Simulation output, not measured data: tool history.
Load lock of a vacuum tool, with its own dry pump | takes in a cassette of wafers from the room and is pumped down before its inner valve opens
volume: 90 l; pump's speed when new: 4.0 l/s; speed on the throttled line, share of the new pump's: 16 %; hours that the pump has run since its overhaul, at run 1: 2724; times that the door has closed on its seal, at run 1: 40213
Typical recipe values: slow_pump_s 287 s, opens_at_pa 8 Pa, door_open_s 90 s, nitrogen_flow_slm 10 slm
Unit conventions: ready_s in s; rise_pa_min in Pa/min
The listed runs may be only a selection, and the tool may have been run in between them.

| run | day | slow_pump_s | opens_at_pa | door_open_s | nitrogen_flow_slm | hours that the pump has run since its overhaul | times that the door has closed on its seal | incoming humidity of the room's air, % | ready_s | rise_pa_min |
|---|---|---|---|---|---|---|---|---|---|---|
| 1 | 0.000 | 287 | 8 | 90 | 10 | 2724 | 40213 | 43.4 | 454.9 | 0.261 |
| 2 | 2.375 | 287 | 8 | 90 | 10 | 2781 | 40366 | 45.3 | 460.5 | 0.270 |
| 3 | 5.996 | 287 | 8 | 90 | 10 | 2868 | 40600 | 46.5 | 462.0 | 0.271 |
| 4 | 9.488 | 287 | 8 | 123 | 10 | 2952 | 40825 | 41.3 | 458.4 | 0.280 |
| 5 | 12.912 | 287 | 8 | 90 | 10 | 3034 | 41047 | 43.3 | 456.1 | 0.263 |
| 6 | 16.246 | 287 | 8 | 90 | 10 | 3114 | 41262 | 46.1 | 455.5 | 0.270 |
| 7 | 19.146 | 287 | 8 | 90 | 37 | 3184 | 41449 | 48.3 | 457.2 | 0.253 |
| 8 | 21.954 | 287 | 8 | 90 | 10 | 3251 | 41630 | 45.2 | 456.5 | 0.277 |
| 9 | 24.096 | 287 | 8 | 90 | 10 | 3303 | 41768 | 45.8 | 457.2 | 0.278 |
| 10 | 26.642 | 287 | 8 | 90 | 10 | 3364 | 41933 | 47.8 | 456.8 | 0.280 |
| 11 | 28.467 | 287 | 8 | 90 | 10 | 3407 | 42051 | 44.0 | 456.7 | 0.282 |
| 12 | 30.258 | 287 | 8 | 90 | 10 | 3450 | 42166 | 41.6 | 456.5 | 0.270 |
| 13 | 33.067 | 347 | 8 | 90 | 10 | 3518 | 42347 | 46.1 | 502.5 | 0.289 |
| 14 | 34.892 | 347 | 8 | 90 | 10 | 3562 | 42465 | 45.1 | 507.2 | 0.285 |
| 15 | 38.021 | 287 | 8 | 90 | 10 | 3637 | 42667 | 46.9 | 455.8 | 0.287 |
| 16 | 41.342 | 287 | 8 | 90 | 10 | 3716 | 42881 | 46.3 | 455.3 | 0.290 |
| 17 | 44.771 | 287 | 8 | 90 | 10 | 3799 | 43103 | 43.5 | 456.6 | 0.293 |
| 18 | 46.796 | 287 | 11 | 90 | 10 | 3847 | 43233 | 45.9 | 445.1 | 0.290 |
| 19 | 49.375 | 287 | 11 | 90 | 10 | 3909 | 43400 | 46.9 | 450.8 | 0.289 |
| 20 | 51.829 | 287 | 11 | 90 | 10 | 3968 | 43558 | 45.7 | 446.5 | 0.299 |
| 21 | 55.675 | 163 | 16 | 76 | 8 | 4060 | 43807 | 45.2 | 334.0 | 0.290 |
| 22 | 57.471 | 163 | 16 | 76 | 8 | 4103 | 43922 | 45.9 | 336.2 | 0.297 |
| 23 | 60.833 | 287 | 8 | 39 | 18 | 4184 | 44139 | 43.3 | 452.6 | 0.270 |
| 24 | 63.575 | 287 | 9 | 163 | 10 | 4250 | 44316 | 45.0 | 455.3 | 0.334 |
| 25 | 65.246 | 287 | 12 | 163 | 10 | 4290 | 44424 | 43.1 | 449.5 | 0.324 |
| 26 | 68.454 | 276 | 12 | 192 | 10 | 4367 | 44631 | 46.3 | 442.5 | 0.349 |
| 27 | 71.079 | 276 | 12 | 192 | 10 | 4430 | 44801 | 44.5 | 435.3 | 0.334 |
| 28 | 72.750 | 276 | 12 | 192 | 10 | 4470 | 44909 | 43.6 | 439.6 | 0.341 |
| 29 | 74.675 | 162 | 12 | 192 | 10 | 4516 | 45033 | 42.4 | 341.6 | 0.330 |
| 30 | 76.550 | 321 | 12 | 90 | 8 | 4561 | 45154 | 45.8 | 475.9 | 0.310 |
| 31 | 80.212 | 416 | 8 | 104 | 10 | 4649 | 45390 | 46.7 | 566.7 | 0.321 |
| 32 | 84.042 | 169 | 8 | 104 | 23 | 4741 | 45637 | 46.6 | 360.7 | 0.306 |
| 33 | 86.383 | 169 | 8 | 104 | 23 | 4797 | 45789 | 46.0 | 362.8 | 0.309 |
| 34 | 89.071 | 169 | 8 | 104 | 23 | 4862 | 45962 | 43.3 | 354.0 | 0.298 |
| 35 | 91.079 | 210 | 8 | 104 | 23 | 4910 | 46092 | 44.8 | 390.2 | 0.301 |
| 36 | 94.633 | 163 | 7 | 104 | 23 | 4995 | 46321 | 47.0 | 360.2 | 0.319 |

How would selected steps in ready_s from run to run divide? Give the signed amount a tool lacking its hidden state would still show from settings, what came in and random variation, and the signed amount left for the hidden state, including any gauge scatter that is not in both of the compared results.
Unlogged tool condition in this case: pump's speed, % of a new pump's; leak at the door's seal, Pa l/s; drift of the gauge itself on ready_s, %; drift of the gauge itself on rise_pa_min, %.
Run 14 -> 15: slow_pump_s 347 -> 287. ready_s -51.4 s: hidden state +0.7, all else -52.1.
Run 20 -> 21: slow_pump_s 287 -> 163, opens_at_pa 11 -> 16, door_open_s 90 -> 76, nitrogen_flow_slm 10 -> 8. ready_s -112.5 s: hidden state +0.7, all else -113.2.
Run 22 -> 23: slow_pump_s 163 -> 287, opens_at_pa 16 -> 8, door_open_s 76 -> 39, nitrogen_flow_slm 8 -> 18. ready_s +116.4 s: hidden state +0.0, all else +116.4.
Run 29 -> 30: slow_pump_s 162 -> 321, door_open_s 192 -> 90, nitrogen_flow_slm 10 -> 8. ready_s +134.3 s: hidden state -0.5, all else +134.8.
Run 31 -> 32: slow_pump_s 416 -> 169, nitrogen_flow_slm 10 -> 23. ready_s -206.0 s: hidden state +1.0, all else -207.0.

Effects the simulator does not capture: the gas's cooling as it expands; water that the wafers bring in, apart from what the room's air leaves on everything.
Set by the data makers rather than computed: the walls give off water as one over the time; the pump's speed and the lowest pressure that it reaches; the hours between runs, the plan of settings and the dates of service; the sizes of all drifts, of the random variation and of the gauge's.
